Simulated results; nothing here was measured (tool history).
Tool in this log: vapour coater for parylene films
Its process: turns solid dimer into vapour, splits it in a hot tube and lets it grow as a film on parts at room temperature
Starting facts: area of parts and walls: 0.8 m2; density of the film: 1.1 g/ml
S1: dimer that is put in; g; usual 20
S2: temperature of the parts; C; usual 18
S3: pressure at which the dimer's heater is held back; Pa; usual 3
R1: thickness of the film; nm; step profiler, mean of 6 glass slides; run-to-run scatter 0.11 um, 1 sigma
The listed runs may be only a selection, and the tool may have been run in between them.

run,day,S1,S2,S3,R1
1,0,20,18,3,13170
2,0.617,20,18,3,13180
3,1.029,9,18,3,5970
4,1.688,9,18,3,5870
5,2.258,9,18,3,5950
6,2.812,9,18,3,5940
7,3.533,20,18,3,13040
8,3.946,20,18,3,13090
9,4.488,20,18,6.02,11530
10,4.967,20,18,3.87,12420
11,5.354,20,18,3.87,12440
12,5.908,20,18,3.87,12460
13,6.783,20,18,3.87,12580
14,7.358,23,18,3,14890
15,8.025,23,18,3,15040
16,8.604,23,18,3,14900
17,9.121,36,18,3,23040
18,9.788,20,18,3,12750
19,10.3,20,18,3,12930
20,10.833,20,18,3,12760
21,11.217,20,18,3,12810
22,11.617,20,18,3,12920
23,12.021,20,20,3,11960
24,12.388,20,18,3,13010
25,13,13,14,3,9820
26,13.521,19,13,3,15260
27,14.112,20,12,6.31,14470
28,14.988,10,14,3.05,7460
29,15.558,11,29,2,4680
30,16.058,11,29,2,4740
# day 16.3: trap's valve overhauled
31,16.979,17,29,9.03,5570
32,17.492,29,18,3.03,17780
33,17.858,20,11,10.23,13660
34,18.621,20,11,10.23,13520
35,19.008,12,16,9.7,6630
36,19.762,12,16,9.7,6650
# day 20.079: table's thermometer calibrated
37,20.65,12,12,4.65,9200
# day 21.271: trap's valve overhauled, once more
38,21.454,12,12,4.65,9820
39,22.238,12,12,4.65,9820
40,22.617,12,12,4.65,9690
41,23.3,20,17,9.04,11780

For run 42, what comes out?
42,24.008,20,17,9.04,?

Run 42 gave R1 11780 nm.
On a tool with no hidden condition, and with the same random variation, this run would have come out at R1 11720 nm.
